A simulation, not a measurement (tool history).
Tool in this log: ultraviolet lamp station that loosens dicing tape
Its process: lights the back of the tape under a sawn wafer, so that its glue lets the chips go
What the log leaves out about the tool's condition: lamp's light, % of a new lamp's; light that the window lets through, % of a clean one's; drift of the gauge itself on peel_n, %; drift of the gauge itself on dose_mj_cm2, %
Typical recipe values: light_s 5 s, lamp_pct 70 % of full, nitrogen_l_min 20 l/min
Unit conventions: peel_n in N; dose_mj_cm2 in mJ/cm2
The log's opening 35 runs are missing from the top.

run,day,light_s,lamp_pct,nitrogen_l_min,hours of work of the lamp,hours of work since the window was cleaned,peel_n,dose_mj_cm2
# day 72.217: lamp changed
36,72.846,2,65,20,11,260,1.422,171
37,74.538,2,65,20,42,291,1.425,168
38,75.954,2,65,20,68,317,1.446,162
39,77.567,5,65,20,97,346,0.433,408
40,80.167,5,65,20,144,393,0.46,400
41,81.396,8,74,28,166,415,0.25,715
42,83.629,5,70,12,207,456,0.505,412
43,86.142,5,70,12,252,501,0.533,400

Consider 3 possible next runs. They are alternatives, not a sequence: every one starts from the tool as it was left by run 43. What does each give?
# day 88.321: window cleaned of glue's vapour
A,88.721,2,98,11,299,7,?,?
# day 88.321: window cleaned of glue's vapour
B,88.721,5,90,13,299,7,?,?
# day 88.321: window cleaned of glue's vapour
C,88.721,5,76,12,299,7,?,?

run,peel_n,dose_mj_cm2
A,1.006,268
B,0.299,613
C,0.359,520
What these runs would have given with no unlogged condition in the tool:
run,peel_n,dose_mj_cm2
A,0.906,290
B,0.28,664
C,0.326,563
